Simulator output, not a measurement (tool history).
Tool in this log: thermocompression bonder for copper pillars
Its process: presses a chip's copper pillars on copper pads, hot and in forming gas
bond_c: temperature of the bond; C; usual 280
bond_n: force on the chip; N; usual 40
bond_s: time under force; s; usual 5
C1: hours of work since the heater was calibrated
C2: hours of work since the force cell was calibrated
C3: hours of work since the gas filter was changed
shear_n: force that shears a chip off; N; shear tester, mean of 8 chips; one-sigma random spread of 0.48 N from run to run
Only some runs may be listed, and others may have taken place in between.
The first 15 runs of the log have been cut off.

At hour 388.9: heater calibrated with a thermocouple chip.
Run 16, hour 413.2: usual settings but bond_n 60 N; C1 10; C2 673; C3 106. Result: shear_n 46.7 N.
Run 17, hour 437.1: usual settings but bond_n 60 N; C1 20; C2 683; C3 117. Result: shear_n 46 N.
Run 18, hour 455.8: usual settings but bond_n 60 N; C1 28; C2 691; C3 124. Result: shear_n 47.4 N.
Run 19, hour 487.5: usual settings but bond_n 32 N; C1 42; C2 704; C3 138. Result: shear_n 25.3 N.
Run 20, hour 523.5: usual settings; C1 57; C2 720; C3 153. Result: shear_n 32.4 N.
Run 21, hour 550.3: usual settings; C1 68; C2 731; C3 164. Result: shear_n 31.9 N.
Run 22, hour 575.2: usual settings; C1 79; C2 741; C3 175. Result: shear_n 32.5 N.
Run 23, hour 600.7: usual settings but bond_s 3 s; C1 90; C2 752; C3 186. Result: shear_n 25.1 N.
At hour 622.2: forming gas filter changed.
Run 24, hour 632.9: usual settings but bond_c 262 C, bond_n 31 N, bond_s 15 s; C1 103; C2 766; C3 5. Result: shear_n 32.1 N.
Run 25, hour 665.9: usual settings but bond_c 262 C, bond_n 31 N, bond_s 15 s; C1 117; C2 780; C3 18. Result: shear_n 31.6 N.
Run 26, hour 697: usual settings; C1 130; C2 793; C3 32. Result: shear_n 32.4 N.
Run 27, hour 718.6: usual settings but bond_n 31 N, bond_s 6 s; C1 139; C2 802; C3 41. Result: shear_n 26.9 N.
Run 28, hour 753.4: usual settings but bond_c 265 C, bond_n 31 N, bond_s 10 s; C1 154; C2 817; C3 55. Result: shear_n 28 N.
Run 29, hour 781: usual settings but bond_c 265 C, bond_n 31 N, bond_s 10 s; C1 166; C2 828; C3 67. Result: shear_n 28.7 N.
Run 30, hour 805.3: usual settings but bond_c 287 C, bond_n 24 N, bond_s 13 s; C1 176; C2 838; C3 77. Result: shear_n 31.1 N.
Run 31, hour 840.8: usual settings but bond_c 287 C, bond_n 26 N, bond_s 6 s; C1 191; C2 853; C3 92. Result: shear_n 23.8 N.
Run 32, hour 874.2: usual settings but bond_c 272 C, bond_n 49 N, bond_s 15 s; C1 205; C2 868; C3 107. Result: shear_n 53.3 N.
Run 33, hour 896: usual settings but bond_c 261 C, bond_s 3 s; C1 214; C2 877; C3 116. Result: shear_n 21 N.
Run 34, hour 924: usual settings but bond_c 261 C, bond_s 3 s; C1 226; C2 889; C3 128. Result: shear_n 21.2 N.
Run 35, hour 941: usual settings but bond_c 261 C, bond_n 39 N; C1 233; C2 896; C3 135. Result: shear_n 25.3 N.
Run 36, hour 967: usual settings but bond_c 261 C, bond_n 39 N; C1 244; C2 907; C3 146. Result: shear_n 25.2 N.
Run 37, hour 992: usual settings but bond_n 51 N; C1 255; C2 917; C3 156. Result: shear_n 39.4 N.
Run 38, hour 1020.2: usual settings but bond_c 260 C, bond_n 42 N, bond_s 8 s; C1 267; C2 929; C3 168. Result: shear_n 32.8 N.
Run 39, hour 1052.8: usual settings but bond_c 263 C, bond_n 25 N, bond_s 8 s; C1 280; C2 943; C3 182. Result: shear_n 19.2 N.

Each row is a separate what-if for the run after 39, all from the same tool condition, not one after another. Results?
Run A, hour 1079.3: usual settings but bond_c 272 C, bond_n 53 N, bond_s 7 s; C1 292; C2 954; C3 193. Result: shear_n ?.
Run B, hour 1079.3: usual settings but bond_c 307 C; C1 292; C2 954; C3 193. Result: shear_n ?.
Run C, hour 1079.3: usual settings but bond_c 306 C, bond_n 25 N; C1 292; C2 954; C3 193. Result: shear_n ?.
Run D, hour 1079.3: usual settings but bond_c 282 C, bond_s 14 s; C1 292; C2 954; C3 193. Result: shear_n ?.

run  shear_n
  A       44
  B       42
  C     26.8
  D     46.9
Without the tool's hidden state the same runs would have given:
run  shear_n
  A     44.1
  B       42
  C     26.8
  D       47
